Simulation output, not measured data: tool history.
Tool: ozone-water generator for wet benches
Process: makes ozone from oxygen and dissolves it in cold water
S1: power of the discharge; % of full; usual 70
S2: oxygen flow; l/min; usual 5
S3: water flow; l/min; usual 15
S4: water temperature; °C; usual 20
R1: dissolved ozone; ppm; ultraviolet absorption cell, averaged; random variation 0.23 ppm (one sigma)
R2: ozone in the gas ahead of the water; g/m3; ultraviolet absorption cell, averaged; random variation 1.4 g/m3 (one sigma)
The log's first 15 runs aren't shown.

Run 16, hour 369.9: usual settings but S3 13 l/min. Result: R1 35 ppm, R2 245.5 g/m3.
Run 17, hour 397.3: usual settings. Result: R1 31.5 ppm, R2 245 g/m3.
Run 18, hour 426.8: usual settings but S1 92 % of full, S4 15 °C. Result: R1 41.3 ppm, R2 298.3 g/m3.
Run 19, hour 455.5: usual settings but S1 63 % of full, S2 5.08 l/min, S4 15 °C. Result: R1 32.4 ppm, R2 226.4 g/m3.
Run 20, hour 479.7: usual settings but S1 53 % of full, S2 5.14 l/min, S4 21 °C. Result: R1 25.5 ppm, R2 200.9 g/m3.
Run 21, hour 511.2: usual settings but S1 53 % of full, S2 5.14 l/min, S3 10 l/min, S4 16 °C. Result: R1 37.1 ppm, R2 199.8 g/m3.
Run 22, hour 543.4: usual settings but S1 53 % of full, S2 5.14 l/min, S3 10 l/min, S4 16 °C. Result: R1 36.9 ppm, R2 198.3 g/m3.
Run 23, hour 574.2: usual settings but S1 95 % of full. Result: R1 39.2 ppm, R2 301.3 g/m3.
Run 24, hour 601.4: usual settings but S1 50 % of full, S2 7.26 l/min, S3 9 l/min. Result: R1 31.8 ppm, R2 159.8 g/m3.
Run 25, hour 621.5: usual settings but S1 68 % of full, S2 3.34 l/min, S3 14 l/min, S4 16 °C. Result: R1 34.8 ppm, R2 296.5 g/m3.
Run 26, hour 637.4: usual settings but S1 87 % of full, S2 3.34 l/min, S3 14 l/min, S4 17 °C. Result: R1 40.7 ppm, R2 350.3 g/m3.
Run 27, hour 652.3: usual settings but S1 47 % of full, S2 7.35 l/min, S3 14 l/min, S4 17 °C. Result: R1 25.8 ppm, R2 152.9 g/m3.

The next listed run, before its measurement:
Run 28, hour 686.7: usual settings but S1 47 % of full, S2 7.35 l/min, S3 14 l/min, S4 17 °C. Result: R1 ?, R2 ?.

Run 28 gave R1 25.7 ppm, R2 152.9 g/m3.
Without the tool's hidden state the same run would have given R1 27.2 ppm, R2 156.4 g/m3.
